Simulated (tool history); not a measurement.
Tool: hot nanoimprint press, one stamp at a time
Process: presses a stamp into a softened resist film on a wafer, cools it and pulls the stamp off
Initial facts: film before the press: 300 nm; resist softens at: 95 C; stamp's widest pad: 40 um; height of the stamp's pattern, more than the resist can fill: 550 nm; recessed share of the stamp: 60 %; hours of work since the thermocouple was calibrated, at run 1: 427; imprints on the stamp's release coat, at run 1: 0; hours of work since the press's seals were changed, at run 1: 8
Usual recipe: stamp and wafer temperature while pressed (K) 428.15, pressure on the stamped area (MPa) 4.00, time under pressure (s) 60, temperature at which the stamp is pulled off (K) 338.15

run,hour,stamp and wafer temperature while pressed (K),pressure on the stamped area (MPa),time under pressure (s),temperature at which the stamp is pulled off (K),hours of work since the thermocouple was calibrated,imprints on the stamp's release coat,hours of work since the press's seals were changed,resist left under the stamp's widest pad (Å),greatest force while the stamp is pulled off (N)
1,0.0,428.15,4.00,60,338.15,427,0,8,1388,164
2,49.6,428.15,4.00,60,338.15,459,233,40,1387,168
# hour 87.7: plate thermocouple calibrated
3,114.8,428.15,4.00,60,338.15,17,525,79,1492,180
4,164.2,428.15,4.00,60,332.15,48,757,110,1488,194
5,219.9,428.15,4.00,60,332.15,84,1018,146,1483,205
# hour 229.9: stamp cleaned and given a new release coat
6,274.0,428.15,4.00,60,325.15,114,208,176,1485,190
7,307.4,428.15,2.73,69,338.15,135,364,197,1639,171
8,367.9,428.15,4.98,36,341.15,174,648,236,1609,178
9,403.2,428.15,4.00,60,338.15,196,814,258,1464,189

Run 10 comes next. What will it give?
10,441.1,427.15,2.91,31,338.15,220,991,282,?,?

Run 10 produced resist left under the stamp's widest pad (Å) 2115, greatest force while the stamp is pulled off (N) 193.
With the hidden condition absent and the run-to-run variation left alone, this run would have shown resist left under the stamp's widest pad (Å) 2139, greatest force while the stamp is pulled off (N) 163.

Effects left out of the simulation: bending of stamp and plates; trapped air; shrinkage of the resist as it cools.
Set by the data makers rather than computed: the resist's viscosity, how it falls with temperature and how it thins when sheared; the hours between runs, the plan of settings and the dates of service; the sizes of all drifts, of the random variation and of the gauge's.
